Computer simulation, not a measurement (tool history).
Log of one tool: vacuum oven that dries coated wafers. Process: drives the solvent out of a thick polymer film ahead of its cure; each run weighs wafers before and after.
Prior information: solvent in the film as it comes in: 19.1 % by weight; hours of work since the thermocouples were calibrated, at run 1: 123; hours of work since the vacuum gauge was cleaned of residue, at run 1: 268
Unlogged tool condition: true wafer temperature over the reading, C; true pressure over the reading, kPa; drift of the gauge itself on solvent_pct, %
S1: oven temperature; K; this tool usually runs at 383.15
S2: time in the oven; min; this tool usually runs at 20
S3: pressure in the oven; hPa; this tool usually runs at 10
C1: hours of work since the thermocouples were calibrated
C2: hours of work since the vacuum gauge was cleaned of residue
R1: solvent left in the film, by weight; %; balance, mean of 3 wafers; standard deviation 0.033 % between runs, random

run	day	S1	S2	S3	C1	C2	R1
1	0	383.15	20	10	123	268	3.1
2	4.304	383.15	20	10	194	338	3.08
3	6.992	383.15	20	10	238	383	3.1
4	11.458	383.15	20	10	312	456	3.04
5	15.85	383.15	20	13.8	384	528	3.31
6	19.454	383.15	20	13.8	443	588	3.31
7	22.379	383.15	20	10	491	636	3.09
8	25.279	383.15	20	10	539	684	3.01
9	27.433	383.15	20	10	574	719	2.99
10	31.662	383.15	13	10	644	789	5.1
11	34.054	383.15	20	6	683	828	2.71
12	38.246	383.15	20	6	752	897	2.76
13	42	383.15	20	6	814	959	2.68
# day 45.946: oven's thermocouples calibrated
14	46.204	383.15	20	6	4	1026	2.77
15	48.8	383.15	19	10	47	1069	3.28
16	51.133	383.15	19	10	85	1108	3.32
17	53.133	388.15	20	10	118	1140	1.78
18	56.804	384.15	15	11.5	179	1201	4.14
19	59.946	384.15	15	11.5	230	1253	4.14
20	62.9	372.15	20	10.1	279	1301	7.13

Predict the results of run 21:
21	65.204	383.15	22	10.7	317	1339	?

{"run 21": {"R1": 2.7}}
Without the tool's hidden state the same run would have given R1 2.69 %.
